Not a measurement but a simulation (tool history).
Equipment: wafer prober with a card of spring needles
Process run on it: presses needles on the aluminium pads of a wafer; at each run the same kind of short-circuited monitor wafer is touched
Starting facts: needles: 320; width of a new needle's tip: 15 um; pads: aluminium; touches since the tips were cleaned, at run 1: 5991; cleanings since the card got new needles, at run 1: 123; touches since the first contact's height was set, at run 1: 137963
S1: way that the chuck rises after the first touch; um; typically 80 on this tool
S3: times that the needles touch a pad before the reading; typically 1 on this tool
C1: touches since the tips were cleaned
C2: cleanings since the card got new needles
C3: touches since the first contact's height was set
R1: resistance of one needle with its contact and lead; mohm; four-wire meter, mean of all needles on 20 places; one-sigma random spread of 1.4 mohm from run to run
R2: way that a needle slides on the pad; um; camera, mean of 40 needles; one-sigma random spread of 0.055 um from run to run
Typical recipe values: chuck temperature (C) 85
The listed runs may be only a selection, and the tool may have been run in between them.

Run 1, hour 0.0: usual settings; C1 5991; C2 123; C3 137963. Result: R1 147 mohm, R2 12.45 um.
At hour 3.7: tips cleaned on abrasive film.
At hour 22.0: tips cleaned on abrasive film.
At hour 37.4: tips cleaned on abrasive film.
Run 2, hour 37.4: usual settings but chuck temperature (C) 67; C1 0; C2 126; C3 153298. Result: R1 121 mohm, R2 12.23 um.
At hour 54.6: tips cleaned on abrasive film.
At hour 71.9: tips cleaned on abrasive film.
At hour 89.4: tips cleaned on abrasive film.
At hour 96.6: tips cleaned on abrasive film, once more.
Run 3, hour 103.1: usual settings but chuck temperature (C) 67; C1 2671; C2 130; C3 180298. Result: R1 138 mohm, R2 12.33 um.
At hour 113.6: tips cleaned on abrasive film.
At hour 128.2: tips cleaned on abrasive film.
Run 4, hour 132.8: usual settings; C1 1872; C2 132; C3 192487. Result: R1 141 mohm, R2 12.17 um.
At hour 143.7: tips cleaned on abrasive film.
At hour 160.5: tips cleaned on abrasive film.
At hour 178.8: tips cleaned on abrasive film.
Run 5, hour 191.5: usual settings; C1 5244; C2 135; C3 216633. Result: R1 147 mohm, R2 12.10 um.
At hour 195.2: tips cleaned on abrasive film.
At hour 212.6: tips cleaned on abrasive film.
At hour 230.5: tips cleaned on abrasive film.
At hour 234.4: height of the first contact set anew.
Run 6, hour 245.1: usual settings; C1 5906; C2 138; C3 4406. Result: R1 149 mohm, R2 12.62 um.
At hour 248.8: tips cleaned on abrasive film.
At hour 266.2: tips cleaned on abrasive film.
At hour 280.9: tips cleaned on abrasive film.
Run 7, hour 285.0: usual settings; C1 1730; C2 141; C3 20815. Result: R1 138 mohm, R2 12.60 um.
At hour 295.8: tips cleaned on abrasive film.
At hour 313.5: tips cleaned on abrasive film.
At hour 331.5: tips cleaned on abrasive film.
Run 8, hour 331.6: usual settings; C1 50; C2 144; C3 39963. Result: R1 130 mohm, R2 12.55 um.
At hour 349.1: tips cleaned on abrasive film.
Run 9, hour 359.7: usual settings; C1 4372; C2 145; C3 51512. Result: R1 148 mohm, R2 12.44 um.
At hour 367.0: tips cleaned on abrasive film.
At hour 383.5: tips cleaned on abrasive film.
At hour 400.7: tips cleaned on abrasive film.
Run 10, hour 401.2: usual settings; C1 195; C2 148; C3 68556. Result: R1 126 mohm, R2 12.45 um.
At hour 415.8: tips cleaned on abrasive film.
At hour 432.1: tips cleaned on abrasive film.
Run 11, hour 442.3: usual settings but chuck temperature (C) 107; C1 4240; C2 150; C3 85473. Result: R1 151 mohm, R2 12.48 um.
At hour 449.7: tips cleaned on abrasive film.
At hour 466.9: tips cleaned on abrasive film.
Run 12, hour 480.3: usual settings but chuck temperature (C) 107; C1 5549; C2 152; C3 101096. Result: R1 155 mohm, R2 12.41 um.
At hour 484.0: tips cleaned on abrasive film.
At hour 501.6: tips cleaned on abrasive film.
At hour 519.2: tips cleaned on abrasive film.
Run 13, hour 527.5: usual settings; C1 3459; C2 155; C3 120501. Result: R1 149 mohm, R2 12.38 um.
At hour 534.9: tips cleaned on abrasive film.
At hour 549.5: tips cleaned on abrasive film.
At hour 564.1: tips cleaned on abrasive film.
At hour 581.6: tips cleaned on abrasive film.
Run 14, hour 587.8: usual settings; C1 2542; C2 159; C3 145248. Result: R1 142 mohm, R2 12.19 um.
At hour 598.8: tips cleaned on abrasive film.
At hour 615.9: tips cleaned on abrasive film.
Run 15, hour 628.0: usual settings; C1 5017; C2 161; C3 161809. Result: R1 151 mohm, R2 12.30 um.
At hour 630.9: tips cleaned on abrasive film.
At hour 645.5: tips cleaned on abrasive film.
At hour 662.9: tips cleaned on abrasive film.
At hour 680.4: tips cleaned on abrasive film.
Run 16, hour 685.2: usual settings; C1 2010; C2 165; C3 185291. Result: R1 138 mohm, R2 12.23 um.
At hour 696.2: tips cleaned on abrasive film.
At hour 713.1: tips cleaned on abrasive film.
At hour 725.1: card fitted with new needles.
At hour 743.1: tips cleaned on abrasive film.
At hour 759.0: tips cleaned on abrasive film.
Run 17, hour 759.9: usual settings but S1 93 um, chuck temperature (C) 72, S3 2; C1 367; C2 2; C3 14332. Result: R1 121 mohm, R2 14.67 um.
At hour 774.5: tips cleaned on abrasive film.
At hour 792.3: tips cleaned on abrasive film.
Run 18, hour 802.2: usual settings but S1 94 um, chuck temperature (C) 40, S3 3; C1 4119; C2 4; C3 31739. Result: R1 114 mohm, R2 14.81 um.
At hour 808.9: tips cleaned on abrasive film.
At hour 826.0: tips cleaned on abrasive film.
At hour 843.3: tips cleaned on abrasive film.
At hour 860.5: tips cleaned on abrasive film.
Run 19, hour 867.7: usual settings but S1 94 um, chuck temperature (C) 40, S3 3; C1 2939; C2 8; C3 58629. Result: R1 119 mohm, R2 14.67 um.
At hour 877.1: tips cleaned on abrasive film.
At hour 893.9: tips cleaned on abrasive film.
At hour 911.2: tips cleaned on abrasive film.
Run 20, hour 924.6: usual settings but S1 94 um, chuck temperature (C) 40, S3 3; C1 5552; C2 11; C3 82057. Result: R1 116 mohm, R2 14.69 um.
At hour 928.2: tips cleaned on abrasive film.
At hour 944.6: tips cleaned on abrasive film.
At hour 962.4: tips cleaned on abrasive film.
At hour 978.7: tips cleaned on abrasive film.
Run 21, hour 981.1: usual settings but S1 69 um, chuck temperature (C) 80; C1 976; C2 15; C3 105237. Result: R1 126 mohm, R2 10.66 um.
At hour 995.7: tips cleaned on abrasive film.
At hour 1013.2: tips cleaned on abrasive film.
At hour 1030.5: tips cleaned on abrasive film.
Run 22, hour 1044.9: usual settings but S1 87 um, chuck temperature (C) 56; C1 5988; C2 18; C3 131523. Result: R1 137 mohm, R2 13.49 um.
At hour 1048.7: tips cleaned on abrasive film.
At hour 1065.5: tips cleaned on abrasive film.
At hour 1082.7: tips cleaned on abrasive film.
Run 23, hour 1083.6: usual settings but S1 87 um, chuck temperature (C) 56; C1 359; C2 21; C3 147367. Result: R1 118 mohm, R2 13.38 um.
At hour 1100.3: tips cleaned on abrasive film.
At hour 1114.9: tips cleaned on abrasive film.
At hour 1130.8: tips cleaned on abrasive film.
Run 24, hour 1131.8: usual settings but S1 87 um, chuck temperature (C) 56; C1 422; C2 24; C3 167204. Result: R1 119 mohm, R2 13.28 um.
At hour 1146.1: tips cleaned on abrasive film.
At hour 1164.3: tips cleaned on abrasive film.
At hour 1182.3: tips cleaned on abrasive film.
Run 25, hour 1186.2: usual settings but S1 87 um, chuck temperature (C) 72; C1 1599; C2 27; C3 189546. Result: R1 123 mohm, R2 13.37 um.
At hour 1197.2: tips cleaned on abrasive film.
At hour 1211.8: tips cleaned on abrasive film.
Run 26, hour 1218.8: usual settings but S1 73 um, chuck temperature (C) 87; C1 2925; C2 29; C3 202973. Result: R1 137 mohm, R2 11.11 um.
At hour 1229.4: tips cleaned on abrasive film.
At hour 1246.8: tips cleaned on abrasive film.
At hour 1261.4: tips cleaned on abrasive film.
At hour 1276.9: tips cleaned on abrasive film.
Run 27, hour 1276.9: usual settings but S1 79 um, chuck temperature (C) 87, S3 3; C1 0; C2 33; C3 226821. Result: R1 121 mohm, R2 12.01 um.

Selected run-to-run steps in R1, each split into two signed amounts: the part the tool would show with no hidden state at all (from settings, incoming material and random variation), and the remainder, which goes to the hidden state together with any gauge scatter not common to the measured and the hidden-state-free results:
The tool's hidden condition here consists of: debris on the tips, nm; way that the needles fall short of the set height, um; tips' diameter, um; drift of the gauge itself on contact_mohm, %; drift of the gauge itself on scrub_um, %.
Run 1 -> 2: chuck temperature (C) 85 -> 67, tips cleaned on abrasive film, tips cleaned on abrasive film, tips cleaned on abrasive film. R1 -26 mohm: hidden state -21, all else -5.
Run 9 -> 10: tips cleaned on abrasive film, tips cleaned on abrasive film, tips cleaned on abrasive film. R1 -22 mohm: hidden state -21, all else -1.
Run 10 -> 11: chuck temperature (C) 85 -> 107, tips cleaned on abrasive film, tips cleaned on abrasive film. R1 +25 mohm: hidden state +21, all else +4.
